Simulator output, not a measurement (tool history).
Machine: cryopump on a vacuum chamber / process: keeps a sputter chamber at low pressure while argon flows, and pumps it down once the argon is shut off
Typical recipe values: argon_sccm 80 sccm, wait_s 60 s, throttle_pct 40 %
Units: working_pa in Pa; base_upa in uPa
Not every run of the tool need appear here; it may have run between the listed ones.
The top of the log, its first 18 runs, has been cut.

| run | hour | argon_sccm | wait_s | throttle_pct | working_pa | base_upa |
|---|---|---|---|---|---|---|
| 19 | 298.1 | 54 | 76 | 16 | 0.604 | 1.59 |
| 20 | 308.3 | 54 | 76 | 16 | 0.6043 | 1.56 |
| 21 | 327.3 | 54 | 34 | 16 | 0.6052 | 2.93 |
| 22 | 347.3 | 106 | 65 | 19 | 1.0037 | 1.77 |
| 23 | 364.8 | 106 | 65 | 19 | 0.998 | 1.8 |
| 24 | 376.2 | 127 | 137 | 17 | 1.3366 | 1.14 |
| 25 | 396.6 | 56 | 193 | 23 | 0.4397 | 0.98 |
| 26 | 411.2 | 42 | 60 | 53 | 0.1521 | 1.95 |
| 27 | 427.6 | 72 | 47 | 22 | 0.5928 | 2.37 |
| 28 | 445 | 72 | 157 | 50 | 0.2737 | 1.15 |
| 29 | 461.7 | 80 | 25 | 18 | 0.8061 | 3.88 |
| 30 | 471.6 | 80 | 60 | 23 | 0.6333 | 2 |

Forecast each of these 5 alternatives for the next run:
| A | 481.8 | 93 | 131 | 29 | ? | ? |
| B | 481.8 | 80 | 60 | 16 | ? | ? |
| C | 481.8 | 42 | 81 | 23 | ? | ? |
| D | 481.8 | 80 | 200 | 40 | ? | ? |
| E | 481.8 | 94 | 60 | 49 | ? | ? |

| run | working_pa | base_upa |
|---|---|---|
| A | 0.5891 | 1.27 |
| B | 0.9035 | 2.01 |
| C | 0.3344 | 1.64 |
| D | 0.372 | 1.02 |
| E | 0.3658 | 2.08 |
With the hidden condition removed and each run's random variation left untouched, the same runs would have given:
| run | working_pa | base_upa |
|---|---|---|
| A | 0.5589 | 0.97 |
| B | 0.8774 | 1.71 |
| C | 0.3207 | 1.34 |
| D | 0.3462 | 0.71 |
| E | 0.3352 | 1.78 |
